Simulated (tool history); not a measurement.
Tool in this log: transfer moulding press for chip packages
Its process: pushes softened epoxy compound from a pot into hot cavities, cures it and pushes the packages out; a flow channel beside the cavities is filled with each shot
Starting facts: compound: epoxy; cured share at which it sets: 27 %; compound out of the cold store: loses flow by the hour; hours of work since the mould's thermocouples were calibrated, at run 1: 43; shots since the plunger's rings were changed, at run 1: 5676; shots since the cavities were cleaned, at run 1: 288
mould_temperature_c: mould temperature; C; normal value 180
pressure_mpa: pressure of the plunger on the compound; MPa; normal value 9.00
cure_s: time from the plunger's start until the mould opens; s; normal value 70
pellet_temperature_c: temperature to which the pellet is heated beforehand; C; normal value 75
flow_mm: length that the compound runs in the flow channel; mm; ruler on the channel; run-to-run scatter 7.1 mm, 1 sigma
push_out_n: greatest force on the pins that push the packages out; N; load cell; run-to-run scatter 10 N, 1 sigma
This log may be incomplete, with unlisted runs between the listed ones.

| run | hour | mould_temperature_c | pressure_mpa | cure_s | pellet_temperature_c | hours of work since the mould's thermocouples were calibrated | shots since the plunger's rings were changed | shots since the cavities were cleaned | incoming compound's hours out of the cold store | flow_mm | push_out_n |
|---|---|---|---|---|---|---|---|---|---|---|---|
| 1 | 0.0 | 180 | 9.00 | 70 | 75 | 43 | 5676 | 288 | 22.0 | 833 | 823 |
|  | 20.0 | cavities cleaned with cleaning compound and waxed |
| 2 | 24.0 | 180 | 9.00 | 70 | 75 | 60 | 6033 | 64 | 36.4 | 776 | 556 |
|  | 38.9 | plunger's sealing rings changed |
| 3 | 52.4 | 180 | 9.00 | 70 | 75 | 79 | 215 | 476 | 22.7 | 861 | 884 |
|  | 61.3 | cavities cleaned with cleaning compound and waxed |
| 4 | 75.9 | 180 | 9.00 | 70 | 75 | 96 | 565 | 233 | 41.3 | 797 | 725 |
|  | 100.3 | cavities cleaned with cleaning compound and waxed |
| 5 | 103.4 | 180 | 9.00 | 70 | 75 | 116 | 976 | 49 | 37.1 | 812 | 555 |
| 6 | 114.7 | 180 | 9.00 | 70 | 75 | 124 | 1156 | 229 | 37.1 | 807 | 741 |
|  | 138.4 | cavities cleaned with cleaning compound and waxed |
| 7 | 143.0 | 180 | 9.00 | 51 | 75 | 145 | 1583 | 74 | 14.7 | 900 | 1280 |
| 8 | 155.6 | 180 | 9.00 | 51 | 75 | 154 | 1781 | 272 | 35.9 | 808 | 1489 |
|  | 177.2 | cavities cleaned with cleaning compound and waxed |
| 9 | 181.8 | 180 | 9.00 | 70 | 75 | 173 | 2174 | 72 | 33.5 | 805 | 571 |
| 10 | 198.6 | 180 | 9.00 | 70 | 75 | 186 | 2442 | 340 | 13.1 | 894 | 811 |
| 11 | 213.3 | 180 | 9.00 | 70 | 75 | 197 | 2674 | 572 | 28.3 | 841 | 932 |
|  | 216.6 | cavities cleaned with cleaning compound and waxed |
| 12 | 236.0 | 180 | 9.00 | 70 | 75 | 213 | 3012 | 309 | 12.1 | 899 | 806 |
|  | 255.9 | cavities cleaned with cleaning compound and waxed |
| 13 | 258.4 | 180 | 9.00 | 75 | 83 | 229 | 3342 | 39 | 47.7 | 745 | 476 |
| 14 | 278.8 | 177 | 9.00 | 75 | 76 | 244 | 3667 | 364 | 35.5 | 806 | 840 |
|  | 294.0 | cavities cleaned with cleaning compound and waxed |
| 15 | 302.4 | 177 | 9.00 | 75 | 76 | 261 | 4018 | 133 | 15.8 | 884 | 659 |
| 16 | 321.8 | 180 | 7.47 | 61 | 75 | 275 | 4325 | 440 | 18.1 | 776 | 1116 |
|  | 333.8 | cavities cleaned with cleaning compound and waxed |
| 17 | 336.8 | 180 | 7.47 | 61 | 75 | 286 | 4540 | 48 | 15.9 | 796 | 740 |
| 18 | 355.2 | 180 | 9.65 | 53 | 75 | 300 | 4831 | 339 | 17.9 | 889 | 1528 |
| 19 | 368.7 | 174 | 9.65 | 91 | 74 | 310 | 5046 | 554 | 37.2 | 813 | 820 |
|  | 371.9 | cavities cleaned with cleaning compound and waxed |
| 20 | 385.2 | 177 | 9.00 | 70 | 69 | 321 | 5284 | 210 | 10.3 | 885 | 853 |
| 21 | 397.5 | 185 | 9.00 | 69 | 75 | 330 | 5479 | 405 | 12.8 | 853 | 754 |
|  | 410.9 | cavities cleaned with cleaning compound and waxed |
| 22 | 420.3 | 175 | 9.88 | 68 | 75 | 347 | 5818 | 149 | 18.3 | 894 | 959 |
|  | 447.5 | plunger's sealing rings changed |
| 23 | 447.5 | 180 | 10.21 | 95 | 67 | 365 | 0 | 542 | 22.0 | 941 | 774 |

Hidden condition of the tool, last listed run before each entry between runs versus first listed run after:
From run 1 to run 2: cavities cleaned with cleaning compound and waxed (hour 20.0)
  true mould temperature over the reading, C: -0.08 -> -0.1; pressure that reaches the compound, % of what is set: 86.73 -> 85.91; grip of the stained cavities, % over clean ones': 68 -> 19.4
  measured minus no-state result, flow_mm: -62 -> -61 mm; push_out_n: +332 -> +92 N
From run 2 to run 3: plunger's sealing rings changed (hour 38.9)
  true mould temperature over the reading, C: -0.1 -> -0.12; pressure that reaches the compound, % of what is set: 85.91 -> 99.05; grip of the stained cavities, % over clean ones': 19.4 -> 83.8
  measured minus no-state result, flow_mm: -61 -> -3 mm; push_out_n: +92 -> +406 N
From run 3 to run 4: cavities cleaned with cleaning compound and waxed (hour 61.3)
  true mould temperature over the reading, C: -0.12 -> -0.14; pressure that reaches the compound, % of what is set: 99.05 -> 98.27; grip of the stained cavities, % over clean ones': 83.8 -> 53.3
  measured minus no-state result, flow_mm: -3 -> -7 mm; push_out_n: +406 -> +254 N
From run 4 to run 5: cavities cleaned with cleaning compound and waxed (hour 100.3)
  true mould temperature over the reading, C: -0.14 -> -0.16; pressure that reaches the compound, % of what is set: 98.27 -> 97.32; grip of the stained cavities, % over clean ones': 53.3 -> 13.6
  measured minus no-state result, flow_mm: -7 -> -11 mm; push_out_n: +254 -> +69 N
From run 6 to run 7: cavities cleaned with cleaning compound and waxed (hour 138.4)
  true mould temperature over the reading, C: -0.17 -> -0.2; pressure that reaches the compound, % of what is set: 96.87 -> 95.9; grip of the stained cavities, % over clean ones': 51.4 -> 20.5
  measured minus no-state result, flow_mm: -13 -> -19 mm; push_out_n: +252 -> +233 N
From run 8 to run 9: cavities cleaned with cleaning compound and waxed (hour 177.2)
  true mould temperature over the reading, C: -0.21 -> -0.23; pressure that reaches the compound, % of what is set: 95.49 -> 94.56; grip of the stained cavities, % over clean ones': 60.4 -> 18.4
  measured minus no-state result, flow_mm: -19 -> -22 mm; push_out_n: +571 -> +92 N
From run 11 to run 12: cavities cleaned with cleaning compound and waxed (hour 216.6)
  true mould temperature over the reading, C: -0.26 -> -0.27; pressure that reaches the compound, % of what is set: 93.37 -> 92.59; grip of the stained cavities, % over clean ones': 93.9 -> 65.3
  measured minus no-state result, flow_mm: -29 -> -35 mm; push_out_n: +451 -> +323 N
From run 12 to run 13: cavities cleaned with cleaning compound and waxed (hour 255.9)
  true mould temperature over the reading, C: -0.27 -> -0.29; pressure that reaches the compound, % of what is set: 92.59 -> 91.74; grip of the stained cavities, % over clean ones': 65.3 -> 11
  measured minus no-state result, flow_mm: -35 -> -32 mm; push_out_n: +323 -> +51 N
From run 14 to run 15: cavities cleaned with cleaning compound and waxed (hour 294.0)
  true mould temperature over the reading, C: -0.31 -> -0.33; pressure that reaches the compound, % of what is set: 90.99 -> 90.15; grip of the stained cavities, % over clean ones': 72.6 -> 31.8
  measured minus no-state result, flow_mm: -39 -> -46 mm; push_out_n: +360 -> +165 N
From run 16 to run 17: cavities cleaned with cleaning compound and waxed (hour 333.8)
  true mould temperature over the reading, C: -0.34 -> -0.36; pressure that reaches the compound, % of what is set: 89.45 -> 88.97; grip of the stained cavities, % over clean ones': 81.1 -> 14.8
  measured minus no-state result, flow_mm: -44 -> -47 mm; push_out_n: +516 -> +111 N
From run 19 to run 20: cavities cleaned with cleaning compound and waxed (hour 371.9)
  true mould temperature over the reading, C: -0.38 -> -0.4; pressure that reaches the compound, % of what is set: 87.87 -> 87.32; grip of the stained cavities, % over clean ones': 92.8 -> 45.7
  measured minus no-state result, flow_mm: -53 -> -62 mm; push_out_n: +397 -> +285 N
From run 21 to run 22: cavities cleaned with cleaning compound and waxed (hour 410.9)
  true mould temperature over the reading, C: -0.41 -> -0.43; pressure that reaches the compound, % of what is set: 86.87 -> 86.17; grip of the stained cavities, % over clean ones': 76.3 -> 34.8
  measured minus no-state result, flow_mm: -62 -> -68 mm; push_out_n: +329 -> +270 N
From run 22 to run 23: plunger's sealing rings changed (hour 447.5)
  true mould temperature over the reading, C: -0.43 -> -0.45; pressure that reaches the compound, % of what is set: 86.17 -> 99.83; grip of the stained cavities, % over clean ones': 34.8 -> 93.2
  measured minus no-state result, flow_mm: -68 -> +1 mm; push_out_n: +270 -> +374 N
